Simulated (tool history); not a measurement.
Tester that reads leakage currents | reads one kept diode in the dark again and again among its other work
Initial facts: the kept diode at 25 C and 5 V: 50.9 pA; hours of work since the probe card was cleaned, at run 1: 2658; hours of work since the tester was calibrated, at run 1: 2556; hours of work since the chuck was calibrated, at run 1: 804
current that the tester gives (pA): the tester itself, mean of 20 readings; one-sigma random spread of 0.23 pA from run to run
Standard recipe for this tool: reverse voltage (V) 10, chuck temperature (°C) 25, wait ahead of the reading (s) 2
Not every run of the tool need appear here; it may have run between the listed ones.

| run | hour | reverse voltage (V) | chuck temperature (°C) | wait ahead of the reading (s) | hours of work since the probe card was cleaned | hours of work since the tester was calibrated | hours of work since the chuck was calibrated | current that the tester gives (pA) |
|---|---|---|---|---|---|---|---|---|
| 1 | 0 | 10 | 25 | 2 | 2658 | 2556 | 804 | 74.18 |
| 2 | 70.9 | 1.3 | 25 | 2 | 2709 | 2608 | 856 | 25.57 |
| 3 | 130.9 | 1.3 | 25 | 2 | 2753 | 2651 | 900 | 25.43 |
| 4 | 219 | 10 | 54 | 2 | 2817 | 2715 | 964 | 601.17 |
| 5 | 267.6 | 10 | 54 | 2 | 2853 | 2751 | 999 | 605.44 |
| 6 | 347.4 | 18.7 | 54 | 2 | 2911 | 2809 | 1057 | 834.68 |
| 7 | 398.1 | 18.7 | 54 | 2 | 2948 | 2846 | 1094 | 835.51 |
| 8 | 439.7 | 18.7 | 54 | 2 | 2978 | 2876 | 1124 | 831.9 |
| 9 | 523.7 | 15.8 | 54 | 2 | 3039 | 2937 | 1186 | 763.56 |
| 10 | 579.1 | 15.8 | 54 | 2 | 3080 | 2978 | 1226 | 761.46 |
| 11 | 640.8 | 10 | 25 | 0.68 | 3125 | 3023 | 1271 | 76.34 |
| 12 | 711.3 | 10 | 25 | 0.67 | 3176 | 3074 | 1322 | 76.63 |
| 13 | 780.7 | 10 | 25 | 1.5 | 3226 | 3124 | 1373 | 74.81 |
| 14 | 866.4 | 10 | 25 | 2 | 3289 | 3187 | 1435 | 74.25 |
| 15 | 929.2 | 10 | 25 | 2 | 3334 | 3233 | 1481 | 74.17 |
| 16 | 1007.1 | 10 | 25 | 2 | 3391 | 3289 | 1538 | 73.83 |
| 17 | 1061.7 | 10 | 22 | 2 | 3431 | 3329 | 1577 | 58.89 |
|  | 1108.2 | probe card cleaned and baked |
| 18 | 1129.5 | 10 | 25 | 2 | 15 | 3376 | 1625 | 74.65 |
| 19 | 1171.5 | 8.8 | 27 | 8.65 | 46 | 3407 | 1655 | 80.85 |
| 20 | 1233.2 | 1.5 | 35 | 0.32 | 91 | 3452 | 1700 | 60.03 |
|  | 1277.2 | chuck's temperature calibrated |
| 21 | 1312.3 | 10.2 | 25 | 2.08 | 147 | 3508 | 26 | 75.26 |
| 22 | 1366.2 | 10.2 | 25 | 2.08 | 186 | 3547 | 65 | 75.19 |
| 23 | 1410.1 | 10.2 | 25 | 2.08 | 218 | 3579 | 97 | 75.05 |
|  | 1430.1 | tester calibrated |
| 24 | 1449.5 | 10 | 21 | 2 | 246 | 14 | 124 | 54.49 |
| 25 | 1509.7 | 10 | 33 | 2 | 289 | 58 | 168 | 136.6 |
| 26 | 1566.1 | 6.1 | 28 | 5.12 | 331 | 99 | 209 | 72.2 |
| 27 | 1611.1 | 7 | 28 | 5.12 | 363 | 132 | 242 | 77.5 |
| 28 | 1678.3 | 7 | 28 | 5.12 | 412 | 181 | 291 | 77.23 |
| 29 | 1762.5 | 4.7 | 29 | 7.33 | 474 | 242 | 352 | 68.08 |
| 30 | 1831.2 | 7.8 | 22 | 1.01 | 524 | 292 | 402 | 52.22 |
| 31 | 1867.3 | 5.4 | 25 | 0.84 | 550 | 318 | 428 | 54.67 |
| 32 | 1944.3 | 5.4 | 25 | 0.84 | 606 | 374 | 484 | 54.52 |
| 33 | 2026.9 | 13.7 | 41 | 4.87 | 666 | 435 | 545 | 289.21 |
| 34 | 2072.9 | 4.3 | 50 | 0.43 | 700 | 468 | 578 | 298.53 |
| 35 | 2116.5 | 4 | 43 | 0.76 | 731 | 500 | 610 | 176.79 |
| 36 | 2170.5 | 4 | 43 | 0.76 | 771 | 539 | 649 | 176.66 |

Take each entry between the runs: how does the hidden state at the last listed run before it differ from the hidden state at the first listed run after it?
From run 17 to run 18: probe card cleaned and baked (hour 1108.2)
  stray current of the dirty probe card, pA a volt: 0.038 -> 0.02
From run 20 to run 21: chuck's temperature calibrated (hour 1277.2)
  stray current of the dirty probe card, pA a volt: 0.02 -> 0.021; true chuck temperature over the reading, C: -0.01 -> 0
From run 23 to run 24: tester calibrated (hour 1430.1)
  current scale over the true one, %: 0.01 -> 0

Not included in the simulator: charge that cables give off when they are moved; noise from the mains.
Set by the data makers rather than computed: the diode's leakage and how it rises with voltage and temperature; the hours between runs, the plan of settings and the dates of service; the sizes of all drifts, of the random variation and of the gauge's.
